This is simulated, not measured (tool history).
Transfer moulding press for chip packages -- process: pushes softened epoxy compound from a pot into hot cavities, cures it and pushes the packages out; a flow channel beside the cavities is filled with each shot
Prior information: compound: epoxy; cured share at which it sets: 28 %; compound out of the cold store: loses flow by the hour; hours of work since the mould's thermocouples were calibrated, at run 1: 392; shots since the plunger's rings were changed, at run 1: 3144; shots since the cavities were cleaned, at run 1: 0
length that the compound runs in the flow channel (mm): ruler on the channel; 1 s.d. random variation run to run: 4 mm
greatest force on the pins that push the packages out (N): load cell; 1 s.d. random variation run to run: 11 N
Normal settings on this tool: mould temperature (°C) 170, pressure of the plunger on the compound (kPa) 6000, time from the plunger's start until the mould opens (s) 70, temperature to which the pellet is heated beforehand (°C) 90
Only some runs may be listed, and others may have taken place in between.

run,hour,mould temperature (°C),pressure of the plunger on the compound (kPa),time from the plunger's start until the mould opens (s),temperature to which the pellet is heated beforehand (°C),hours of work since the mould's thermocouples were calibrated,shots since the plunger's rings were changed,shots since the cavities were cleaned,incoming compound's hours out of the cold store,length that the compound runs in the flow channel (mm),greatest force on the pins that push the packages out (N)
1,0.0,170,6000,70,90,392,3144,0,11.9,922,564
# hour 31.9: cavities cleaned with cleaning compound and waxed
2,55.9,170,6000,70,95,432,4205,468,9.9,903,869
# hour 64.7: cavities cleaned with cleaning compound and waxed
# hour 83.1: mould's thermocouples calibrated
# hour 103.3: cavities cleaned with cleaning compound and waxed
3,114.5,170,6000,70,84,22,5251,220,19.2,865,788
# hour 136.4: cavities cleaned with cleaning compound and waxed
# hour 170.8: cavities cleaned with cleaning compound and waxed
4,173.3,170,6000,70,90,62,6339,49,26.3,831,641
# hour 185.0: plunger's sealing rings changed
# hour 207.6: cavities cleaned with cleaning compound and waxed
5,227.5,170,6000,70,90,99,799,388,38.9,836,803
# hour 239.0: cavities cleaned with cleaning compound and waxed
# hour 257.3: mould's thermocouples calibrated, once more
# hour 272.4: cavities cleaned with cleaning compound and waxed
# hour 305.4: cavities cleaned with cleaning compound and waxed
6,305.4,170,6000,70,90,33,2191,0,40.5,814,528
# hour 337.7: cavities cleaned with cleaning compound and waxed
7,356.6,170,6570,70,90,69,3160,368,38.4,838,682
# hour 371.1: cavities cleaned with cleaning compound and waxed
8,400.6,170,6570,70,90,100,3989,575,24.5,891,821
# hour 407.6: cavities cleaned with cleaning compound and waxed
9,434.7,170,6570,70,90,123,4625,528,44.7,808,777
# hour 439.6: cavities cleaned with cleaning compound and waxed
# hour 475.0: cavities cleaned with cleaning compound and waxed
10,497.4,170,6000,70,82,167,5788,435,42.1,769,745
# hour 510.6: cavities cleaned with cleaning compound and waxed
11,529.3,170,6000,70,82,189,6381,364,21.6,838,770
# hour 540.0: plunger's sealing rings changed
# hour 544.7: cavities cleaned with cleaning compound and waxed
# hour 576.7: cavities cleaned with cleaning compound and waxed
12,580.6,170,6000,70,82,222,733,75,23.5,891,624
# hour 609.1: cavities cleaned with cleaning compound and waxed
13,623.4,170,6000,70,82,252,1540,280,41.8,811,719
# hour 645.3: cavities cleaned with cleaning compound and waxed
# hour 678.4: cavities cleaned with cleaning compound and waxed
14,693.5,164,6000,70,99,301,2847,294,38.8,818,1050
# hour 710.1: cavities cleaned with cleaning compound and waxed
15,731.5,164,6000,70,99,327,3559,418,12.8,925,1183
# hour 742.5: cavities cleaned with cleaning compound and waxed
16,768.5,173,6000,70,88,353,4252,507,39.5,785,733
# hour 774.1: cavities cleaned with cleaning compound and waxed
# hour 807.9: cavities cleaned with cleaning compound and waxed
17,822.8,174,4580,56,95,390,5253,292,8.6,780,879
# hour 843.9: cavities cleaned with cleaning compound and waxed
# hour 878.6: cavities cleaned with cleaning compound and waxed
18,883.0,174,4580,56,95,432,6367,84,18.4,739,756
# hour 894.2: plunger's sealing rings changed
# hour 911.6: mould's thermocouples calibrated
# hour 916.2: cavities cleaned with cleaning compound and waxed
19,920.7,174,4580,56,95,6,449,89,48.0,688,681
# hour 949.1: cavities cleaned with cleaning compound and waxed
20,957.7,163,4580,71,95,31,1141,169,22.5,786,1041
# hour 983.3: cavities cleaned with cleaning compound and waxed
# hour 1018.6: cavities cleaned with cleaning compound and waxed
21,1020.4,164,6330,70,87,75,2304,34,19.1,924,867

Below, some changes in length that the compound runs in the flow channel (mm) between adjacent runs. For each, the amount present without the hidden state too (settings, incoming material, random variation) and the amount remaining for the hidden state with gauge scatter not shared by both compared results:
The hidden state here: true mould temperature over the reading, C; pressure that reaches the compound, % of what is set; grip of the stained cavities, % over clean ones'; drift of the gauge itself on flow_mm, %; drift of the gauge itself on push_out_n, %.
Run 11 -> 12: plunger's sealing rings changed, cavities cleaned with cleaning compound and waxed, cavities cleaned with cleaning compound and waxed. length that the compound runs in the flow channel (mm) +53: hidden state +62, all else -9.
Run 15 -> 16: mould temperature (°C) 164 -> 173, temperature to which the pellet is heated beforehand (°C) 99 -> 88, cavities cleaned with cleaning compound and waxed. length that the compound runs in the flow channel (mm) -140: hidden state -1, all else -139.
Run 18 -> 19: plunger's sealing rings changed, mould's thermocouples calibrated, cavities cleaned with cleaning compound and waxed. length that the compound runs in the flow channel (mm) -51: hidden state +56, all else -107.
Run 20 -> 21: mould temperature (°C) 163 -> 164, pressure of the plunger on the compound (kPa) 4580 -> 6330, time from the plunger's start until the mould opens (s) 71 -> 70, temperature to which the pellet is heated beforehand (°C) 95 -> 87, cavities cleaned with cleaning compound and waxed, cavities cleaned with cleaning compound and waxed. length that the compound runs in the flow channel (mm) +138: hidden state -15, all else +153.
